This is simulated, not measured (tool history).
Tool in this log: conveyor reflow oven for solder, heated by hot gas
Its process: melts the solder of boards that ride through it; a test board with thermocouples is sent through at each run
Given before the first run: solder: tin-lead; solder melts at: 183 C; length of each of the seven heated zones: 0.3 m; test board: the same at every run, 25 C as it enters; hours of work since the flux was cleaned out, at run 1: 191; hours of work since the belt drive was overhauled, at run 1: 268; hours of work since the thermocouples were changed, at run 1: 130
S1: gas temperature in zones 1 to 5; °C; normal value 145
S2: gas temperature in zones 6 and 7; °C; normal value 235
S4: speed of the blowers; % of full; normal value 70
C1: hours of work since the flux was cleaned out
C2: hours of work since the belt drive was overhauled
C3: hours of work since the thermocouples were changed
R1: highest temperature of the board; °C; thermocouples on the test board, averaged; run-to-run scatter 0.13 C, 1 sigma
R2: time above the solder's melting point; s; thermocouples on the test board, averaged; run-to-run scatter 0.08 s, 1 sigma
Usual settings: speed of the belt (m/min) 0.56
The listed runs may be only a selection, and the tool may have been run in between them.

{"run": 1, "hour": 0.0, "S1": 145, "S2": 235, "speed of the belt (m/min)": 0.56, "S4": 70, "C1": 191, "C2": 268, "C3": 130, "R1": 217.6, "R2": 50.62}
{"run": 2, "hour": 17.7, "S1": 145, "S2": 235, "speed of the belt (m/min)": 0.56, "S4": 70, "C1": 203, "C2": 281, "C3": 142, "R1": 217.6, "R2": 50.59}
{"run": 3, "hour": 28.9, "S1": 145, "S2": 235, "speed of the belt (m/min)": 0.56, "S4": 70, "C1": 211, "C2": 288, "C3": 150, "R1": 217.5, "R2": 50.71}
{"hour": 40.2, "done": "flux residue cleaned out of gas plates and filters"}
{"run": 4, "hour": 54.0, "S1": 145, "S2": 235, "speed of the belt (m/min)": 0.56, "S4": 70, "C1": 9, "C2": 302, "C3": 164, "R1": 218.6, "R2": 51.25}
{"run": 5, "hour": 70.2, "S1": 145, "S2": 235, "speed of the belt (m/min)": 0.56, "S4": 70, "C1": 21, "C2": 313, "C3": 175, "R1": 218.1, "R2": 51.17}
{"run": 6, "hour": 82.8, "S1": 145, "S2": 235, "speed of the belt (m/min)": 0.56, "S4": 70, "C1": 29, "C2": 322, "C3": 183, "R1": 218.1, "R2": 51.3}
{"run": 7, "hour": 95.2, "S1": 145, "S2": 226, "speed of the belt (m/min)": 0.56, "S4": 70, "C1": 38, "C2": 330, "C3": 192, "R1": 210.3, "R2": 45.94}
{"run": 8, "hour": 114.1, "S1": 145, "S2": 235, "speed of the belt (m/min)": 0.56, "S4": 70, "C1": 51, "C2": 343, "C3": 205, "R1": 218.2, "R2": 50.85}
{"run": 9, "hour": 124.4, "S1": 145, "S2": 235, "speed of the belt (m/min)": 0.56, "S4": 70, "C1": 58, "C2": 350, "C3": 212, "R1": 218, "R2": 51.06}
{"run": 10, "hour": 139.4, "S1": 145, "S2": 235, "speed of the belt (m/min)": 0.56, "S4": 70, "C1": 68, "C2": 360, "C3": 222, "R1": 217.9, "R2": 51.24}
{"run": 11, "hour": 152.0, "S1": 145, "S2": 247, "speed of the belt (m/min)": 0.56, "S4": 70, "C1": 76, "C2": 369, "C3": 231, "R1": 228.5, "R2": 56.52}
{"run": 12, "hour": 160.9, "S1": 145, "S2": 248, "speed of the belt (m/min)": 0.56, "S4": 70, "C1": 83, "C2": 375, "C3": 237, "R1": 229, "R2": 57.2}
{"run": 13, "hour": 176.8, "S1": 145, "S2": 248, "speed of the belt (m/min)": 0.56, "S4": 70, "C1": 93, "C2": 386, "C3": 248, "R1": 229, "R2": 57.06}
{"run": 14, "hour": 194.8, "S1": 145, "S2": 248, "speed of the belt (m/min)": 0.56, "S4": 70, "C1": 106, "C2": 398, "C3": 260, "R1": 229.1, "R2": 57.05}
{"run": 15, "hour": 212.9, "S1": 145, "S2": 248, "speed of the belt (m/min)": 0.56, "S4": 70, "C1": 118, "C2": 411, "C3": 272, "R1": 229, "R2": 57.11}
{"run": 16, "hour": 222.5, "S1": 145, "S2": 248, "speed of the belt (m/min)": 0.56, "S4": 70, "C1": 125, "C2": 417, "C3": 279, "R1": 228.9, "R2": 57.14}
{"run": 17, "hour": 233.9, "S1": 149, "S2": 248, "speed of the belt (m/min)": 0.625, "S4": 58, "C1": 132, "C2": 425, "C3": 287, "R1": 221.5, "R2": 47.95}
{"hour": 238.8, "done": "belt drive overhauled, speed set with a stopwatch"}
{"run": 18, "hour": 258.3, "S1": 145, "S2": 235, "speed of the belt (m/min)": 0.56, "S4": 55, "C1": 146, "C2": 13, "C3": 301, "R1": 213.2, "R2": 46.93}
{"run": 19, "hour": 270.9, "S1": 159, "S2": 235, "speed of the belt (m/min)": 0.56, "S4": 56, "C1": 155, "C2": 22, "C3": 309, "R1": 216.5, "R2": 55.21}
{"hour": 292.2, "done": "belt drive overhauled, speed set with a stopwatch, once more"}
{"run": 20, "hour": 294.4, "S1": 159, "S2": 235, "speed of the belt (m/min)": 0.56, "S4": 56, "C1": 168, "C2": 1, "C3": 323, "R1": 216.2, "R2": 54.12}
{"run": 21, "hour": 303.7, "S1": 159, "S2": 235, "speed of the belt (m/min)": 0.56, "S4": 56, "C1": 175, "C2": 8, "C3": 329, "R1": 215.9, "R2": 54.11}
{"run": 22, "hour": 313.7, "S1": 145, "S2": 235, "speed of the belt (m/min)": 0.56, "S4": 81, "C1": 182, "C2": 15, "C3": 336, "R1": 219.8, "R2": 52.07}
{"run": 23, "hour": 324.8, "S1": 142, "S2": 245, "speed of the belt (m/min)": 0.665, "S4": 74, "C1": 189, "C2": 22, "C3": 343, "R1": 220, "R2": 42.14}
{"run": 24, "hour": 346.3, "S1": 145, "S2": 243, "speed of the belt (m/min)": 0.56, "S4": 55, "C1": 204, "C2": 37, "C3": 358, "R1": 218.6, "R2": 50.67}
{"run": 25, "hour": 359.3, "S1": 131, "S2": 232, "speed of the belt (m/min)": 0.521, "S4": 85, "C1": 213, "C2": 46, "C3": 367, "R1": 218, "R2": 50.98}
{"hour": 368.0, "done": "flux residue cleaned out of gas plates and filters"}
{"run": 26, "hour": 376.7, "S1": 145, "S2": 238, "speed of the belt (m/min)": 0.62, "S4": 70, "C1": 6, "C2": 54, "C3": 375, "R1": 217.1, "R2": 44.89}
{"run": 27, "hour": 389.5, "S1": 145, "S2": 238, "speed of the belt (m/min)": 0.62, "S4": 70, "C1": 15, "C2": 63, "C3": 384, "R1": 217.3, "R2": 44.88}
{"run": 28, "hour": 400.1, "S1": 145, "S2": 238, "speed of the belt (m/min)": 0.62, "S4": 70, "C1": 22, "C2": 70, "C3": 391, "R1": 217.1, "R2": 44.74}
{"run": 29, "hour": 418.5, "S1": 152, "S2": 249, "speed of the belt (m/min)": 0.496, "S4": 53, "C1": 35, "C2": 83, "C3": 404, "R1": 229.6, "R2": 67.18}

Hidden state at the last listed run before each entry between runs and at the first one after, where it differs:
Run 3 -> run 4: flux residue cleaned out of gas plates and filters (hour 40.2)
  heat that the gas passes to the board, % of a clean oven's: 96.2 -> 99.3; belt's true speed, % of the reading: 99.45 -> 99.42; true gas temperature in zones 6 and 7 over the reading, C: -0.71 -> -0.73
  measured minus no-state result, R1: -1.3 -> -0.6 °C; R2: -0.65 -> -0.06 s
Run 17 -> run 18: belt drive overhauled, speed set with a stopwatch (hour 238.8)
  heat that the gas passes to the board, % of a clean oven's: 97.1 -> 96.9; belt's true speed, % of the reading: 99.23 -> 98.84; true gas temperature in zones 6 and 7 over the reading, C: -0.89 -> -0.91
  measured minus no-state result, R1: -1.1 -> -0.9 °C; R2: -0.29 -> -0.24 s
Run 19 -> run 20: belt drive overhauled, speed set with a stopwatch, once more (hour 292.2)
  heat that the gas passes to the board, % of a clean oven's: 96.8 -> 96.6; belt's true speed, % of the reading: 98.82 -> 100.06; true gas temperature in zones 6 and 7 over the reading, C: -0.92 -> -0.93
  measured minus no-state result, R1: -1 -> -1.4 °C; R2: -0.01 -> -1.08 s
Run 25 -> run 26: flux residue cleaned out of gas plates and filters (hour 368)
  heat that the gas passes to the board, % of a clean oven's: 95.7 -> 99.7; belt's true speed, % of the reading: 99.99 -> 99.98; true gas temperature in zones 6 and 7 over the reading, C: -0.99 -> -1
  measured minus no-state result, R1: -2 -> -0.9 °C; R2: -1.48 -> -0.53 s
